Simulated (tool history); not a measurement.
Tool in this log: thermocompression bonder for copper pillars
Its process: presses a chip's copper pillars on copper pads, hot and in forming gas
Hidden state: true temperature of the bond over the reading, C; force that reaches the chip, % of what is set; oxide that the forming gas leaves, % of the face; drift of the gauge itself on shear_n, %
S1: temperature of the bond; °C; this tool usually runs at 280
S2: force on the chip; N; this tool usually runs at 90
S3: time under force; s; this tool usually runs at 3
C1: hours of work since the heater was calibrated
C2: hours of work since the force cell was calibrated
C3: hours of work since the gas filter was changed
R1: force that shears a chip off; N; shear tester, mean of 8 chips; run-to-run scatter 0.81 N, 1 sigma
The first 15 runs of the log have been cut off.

Run 16, day 23.212: usual settings but S2 66 N; C1 298; C2 1547; C3 89. Result: R1 51.1 N.
Run 17, day 25.425: usual settings but S2 66 N; C1 337; C2 1586; C3 128. Result: R1 53.9 N.
At day 25.662: force cell calibrated.
Run 18, day 26.558: usual settings but S2 66 N; C1 355; C2 16; C3 147. Result: R1 54.2 N.
Run 19, day 27.967: usual settings but S1 297 °C; C1 380; C2 40; C3 172. Result: R1 83 N.
Run 20, day 29.596: usual settings but S1 297 °C; C1 409; C2 69; C3 200. Result: R1 81.6 N.
Run 21, day 31.412: usual settings but S2 59 N, S3 2 s; C1 440; C2 101; C3 232. Result: R1 40 N.
At day 31.854: forming gas filter changed.
Run 22, day 33.204: usual settings but S2 110 N; C1 472; C2 132; C3 24. Result: R1 90.5 N.
Run 23, day 34.542: usual settings but S1 301 °C, S2 93 N, S3 2 s; C1 495; C2 155; C3 47. Result: R1 81.6 N.
At day 35.454: force cell calibrated, once more.
Run 24, day 36.583: usual settings but S1 289 °C; C1 530; C2 20; C3 82. Result: R1 75.1 N.
Run 25, day 38.154: usual settings but S1 289 °C; C1 557; C2 47; C3 109. Result: R1 72.6 N.
Run 26, day 39.408: usual settings but S1 290 °C, S2 117 N, S3 2 s; C1 579; C2 69; C3 131. Result: R1 80.2 N.
At day 40.158: heater calibrated with a thermocouple chip.
Run 27, day 40.854: usual settings but S1 290 °C, S2 109 N; C1 12; C2 93; C3 155. Result: R1 79.7 N.
Run 28, day 42.871: usual settings but S1 273 °C, S2 83 N, S3 2 s; C1 47; C2 128; C3 190. Result: R1 46.9 N.
Run 29, day 45.017: usual settings but S1 273 °C, S2 83 N, S3 2 s; C1 85; C2 166; C3 228. Result: R1 45.3 N.
At day 45.758: forming gas filter changed.
Run 30, day 46.425: usual settings but S1 297 °C, S2 80 N, S3 4 s; C1 109; C2 190; C3 12. Result: R1 73.9 N.
Run 31, day 48.754: usual settings but S1 297 °C, S2 80 N, S3 4 s; C1 150; C2 231; C3 52. Result: R1 75.3 N.
Run 32, day 51.075: usual settings but S2 116 N; C1 191; C2 272; C3 93. Result: R1 83.5 N.
Run 33, day 53.212: usual settings but S1 276 °C, S2 91 N; C1 228; C2 309; C3 131. Result: R1 65 N.
Run 34, day 55.017: usual settings but S1 276 °C, S2 66 N; C1 260; C2 341; C3 162. Result: R1 45.8 N.
Run 35, day 56.962: usual settings but S1 286 °C, S2 67 N, S3 2 s; C1 294; C2 375; C3 196. Result: R1 44.1 N.
Run 36, day 58.504: usual settings but S1 286 °C, S2 67 N, S3 2 s; C1 321; C2 402; C3 223. Result: R1 42.9 N.
At day 59.479: forming gas filter changed.
Run 37, day 60.404: usual settings but S3 4 s; C1 354; C2 435; C3 16. Result: R1 76 N.
Run 38, day 62.304: usual settings but S1 259 °C, S2 92 N, S3 9 s; C1 387; C2 468; C3 50. Result: R1 86 N.

Forecast run 39:
Run 39, day 63.304: usual settings but S1 254 °C, S2 65 N, S3 2 s; C1 405; C2 486; C3 67. Result: R1 ?.

R1: 32.3 N
Minus the tool's unlogged condition, the same run would have read R1 28.4 N.

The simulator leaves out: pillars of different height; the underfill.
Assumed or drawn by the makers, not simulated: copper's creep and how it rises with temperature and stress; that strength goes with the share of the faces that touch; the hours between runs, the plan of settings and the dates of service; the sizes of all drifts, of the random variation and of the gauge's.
